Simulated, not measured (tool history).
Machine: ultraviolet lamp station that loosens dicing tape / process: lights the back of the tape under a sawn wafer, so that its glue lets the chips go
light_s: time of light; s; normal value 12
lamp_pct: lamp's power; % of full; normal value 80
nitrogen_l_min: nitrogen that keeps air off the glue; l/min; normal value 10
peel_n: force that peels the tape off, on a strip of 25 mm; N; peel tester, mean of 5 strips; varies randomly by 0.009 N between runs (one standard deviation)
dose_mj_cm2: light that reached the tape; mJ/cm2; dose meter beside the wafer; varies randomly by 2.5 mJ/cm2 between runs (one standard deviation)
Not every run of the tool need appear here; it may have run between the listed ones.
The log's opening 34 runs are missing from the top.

Run 35, day 11.512: usual settings but lamp_pct 61 % of full, nitrogen_l_min 4 l/min. Result: peel_n 1.182 N, dose_mj_cm2 186 mJ/cm2.
Run 36, day 11.821: usual settings but lamp_pct 61 % of full, nitrogen_l_min 4 l/min. Result: peel_n 1.213 N, dose_mj_cm2 189 mJ/cm2.
Run 37, day 12.154: usual settings but lamp_pct 61 % of full, nitrogen_l_min 4 l/min. Result: peel_n 1.257 N, dose_mj_cm2 187 mJ/cm2.
Run 38, day 12.571: usual settings but light_s 13 s, lamp_pct 61 % of full, nitrogen_l_min 11 l/min. Result: peel_n 0.708 N, dose_mj_cm2 200 mJ/cm2.
Run 39, day 13.012: usual settings but light_s 23 s, nitrogen_l_min 4 l/min. Result: peel_n 0.265 N, dose_mj_cm2 469 mJ/cm2.
Run 40, day 13.383: usual settings but light_s 9 s, lamp_pct 93 % of full, nitrogen_l_min 4 l/min. Result: peel_n 1.039 N, dose_mj_cm2 210 mJ/cm2.
Run 41, day 13.708: usual settings but light_s 9 s, lamp_pct 93 % of full, nitrogen_l_min 4 l/min. Result: peel_n 1.022 N, dose_mj_cm2 210 mJ/cm2.
Run 42, day 13.946: usual settings but lamp_pct 73 % of full, nitrogen_l_min 14 l/min. Result: peel_n 0.585 N, dose_mj_cm2 222 mJ/cm2.

What if the next run were any one of these 3? Each begins from the tool's condition after run 42:
Run A, day 14.325: usual settings but nitrogen_l_min 17 l/min. Result: peel_n ?, dose_mj_cm2 ?.
Run B, day 14.325: usual settings but lamp_pct 77 % of full, nitrogen_l_min 14 l/min. Result: peel_n ?, dose_mj_cm2 ?.
Run C, day 14.325: usual settings but nitrogen_l_min 14 l/min. Result: peel_n ?, dose_mj_cm2 ?.

run  peel_n  dose_mj_cm2
  A   0.471          236
  B   0.534          231
  C   0.494          239
Stripped of hidden state, with their random variation kept, the same runs would have yielded:
run  peel_n  dose_mj_cm2
  A   0.331          294
  B   0.367          287
  C   0.344          297
